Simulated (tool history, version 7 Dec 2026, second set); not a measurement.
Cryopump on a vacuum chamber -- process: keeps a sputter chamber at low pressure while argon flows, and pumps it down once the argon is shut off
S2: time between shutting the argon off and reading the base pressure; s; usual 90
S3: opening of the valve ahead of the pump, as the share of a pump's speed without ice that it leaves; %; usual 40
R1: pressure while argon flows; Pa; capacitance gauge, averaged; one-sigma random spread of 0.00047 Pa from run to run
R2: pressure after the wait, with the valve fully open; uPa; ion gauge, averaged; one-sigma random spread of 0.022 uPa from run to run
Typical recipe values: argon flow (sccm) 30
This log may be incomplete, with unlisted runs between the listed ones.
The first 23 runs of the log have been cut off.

run 24 hour=528.6 | argon_flow_(sccm)=20 S2=272 S3=19 | R1=0.1284 R2=0.94
run 25 hour=542.9 | argon_flow_(sccm)=20 S2=272 S3=19 | R1=0.1293 R2=0.94
run 26 hour=558.5 | argon_flow_(sccm)=20 S2=272 S3=19 | R1=0.1299 R2=0.99
run 27 hour=581.3 | argon_flow_(sccm)=20 S2=272 S3=19 | R1=0.1301 R2=0.98
run 28 hour=612.6 | argon_flow_(sccm)=20 S2=272 S3=19 | R1=0.13 R2=1
run 29 hour=635.9 | argon_flow_(sccm)=48 S2=90 S3=21 | R1=0.285 R2=1.32
run 30 hour=664.8 | argon_flow_(sccm)=48 S2=90 S3=21 | R1=0.2848 R2=1.32
run 31 hour=692.3 | argon_flow_(sccm)=26 S2=90 S3=31 | R1=0.1059 R2=1.4
run 32 hour=707.4 | argon_flow_(sccm)=30 S2=130 S3=40 | R1=0.0961 R2=1.22
run 33 hour=733.9 | argon_flow_(sccm)=54 S2=90 S3=40 | R1=0.1734 R2=1.37
run 34 hour=758.7 | argon_flow_(sccm)=30 S2=29 S3=40 | R1=0.0968 R2=2.32

Here are 4 independent what-if runs from the current tool condition. What would each one return?
run A hour=783.3 | argon_flow_(sccm)=30 S2=70 S3=47 | R1=? R2=?
run B hour=783.3 | argon_flow_(sccm)=33 S2=240 S3=47 | R1=? R2=?
run C hour=783.3 | argon_flow_(sccm)=30 S2=90 S3=25 | R1=? R2=?
run D hour=783.3 | argon_flow_(sccm)=16 S2=90 S3=53 | R1=? R2=?

run=A R1=0.084 R2=1.54
run=B R1=0.0923 R2=1.11
run=C R1=0.1509 R2=1.44
run=D R1=0.0404 R2=1.41
What these runs would have given with no unlogged condition in the tool:
run=A R1=0.0778 R2=0.76
run=B R1=0.0854 R2=0.35
run=C R1=0.1447 R2=0.66
run=D R1=0.037 R2=0.63

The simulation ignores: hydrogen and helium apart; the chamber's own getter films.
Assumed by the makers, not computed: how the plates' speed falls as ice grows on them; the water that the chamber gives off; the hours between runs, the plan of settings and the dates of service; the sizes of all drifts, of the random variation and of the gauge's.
